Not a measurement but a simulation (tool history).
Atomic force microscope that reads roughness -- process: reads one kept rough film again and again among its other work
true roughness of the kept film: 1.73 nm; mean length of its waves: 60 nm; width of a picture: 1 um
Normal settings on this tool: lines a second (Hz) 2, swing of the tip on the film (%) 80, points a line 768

run   hour  lines a second (Hz)  swing of the tip on the film (%)  points a line  roughness of the kept film (nm (root mean square))
  1      0                    2                                80            768                                               1.593
  2    7.1                    2                                80            768                                               1.602
  3   13.6                    2                                80            768                                               1.607
  4   24.2                    2                                80            768                                               1.603
  5   32.2                    2                                80            361                                               1.597
  6   41.9                    2                                80            361                                               1.612
  7   47.7                    2                                80            361                                               1.601
  8   58.8                    2                                80            768                                               1.591
  9   69.1                    2                                80            768                                               1.598
 10   75.9                    2                                80            768                                               1.596
 11   81.9                    2                                80           1024                                               1.586
 12   90.5                    2                                69            768                                               1.647
 13   96.7                    2                                69            768                                                1.65
 14  105.3                    2                                69            768                                               1.656
 15  113.5                    2                                80            382                                               1.597
 16  122.9                    2                                80            382                                               1.587
 17  129.6                    2                                80            382                                               1.605
 18  137.7                    2                                80            768                                               1.605
 19  142.4                    2                                84            768                                               1.578
 20  151.6                    2                                80            547                                               1.609
 21  159.8                    2                                73            768                                               1.627
 22  164.9                    2                                80            514                                               1.595
 23  170.3                    2                                80            514                                               1.589
 24  178.9                 1.01                                80            514                                               1.645
 25  189.8                 1.01                                80            514                                               1.652
 26  195.1                 0.58                                80            768                                                1.68
 27  199.9                 0.58                                80            768                                               1.658
 28  207.9                 3.22                                80            768                                               1.534
     216.4  -- new tip fitted
 29  217.9                  0.9                                89            833                                               1.649
 30  224.1                  0.9                                89            833                                               1.652
 31  232.2                  0.9                                80            357                                               1.663
 32    240                 1.02                                80            510                                               1.654
 33  249.8                 1.02                                80            388                                               1.647
 34  255.6                 3.77                                84            399                                                1.47
 35  266.1                 3.77                                84            399                                               1.482
 36  270.8                 2.33                                84            399                                               1.565
 37  275.8                 2.75                                66            768                                               1.639
 38  282.5                 2.75                                66            608                                               1.637
 39  289.3                 2.75                                66            608                                               1.646
 40  299.6                  3.2                                73            986                                               1.596
 41  308.7                    2                                81            438                                               1.597
 42  315.1                 1.08                                57            768                                                1.69
 43  321.6                 3.13                                84            658                                               1.512
 44  332.3                 0.61                                59            757                                               1.702
 45    341                  0.6                                87            663                                               1.662
 46  351.2                 0.77                                56            670                                               1.709
 47  358.9                 0.88                                80            768                                               1.651

Run 48, settings as shown, results not yet in. Your forecast:
 48  369.5                  1.2                                85            702                                                   ?

For run 48 the tool returned roughness of the kept film (nm (root mean square)) 1.623.
With the hidden condition absent and the run-to-run variation left alone, this run would have shown roughness of the kept film (nm (root mean square)) 1.625.
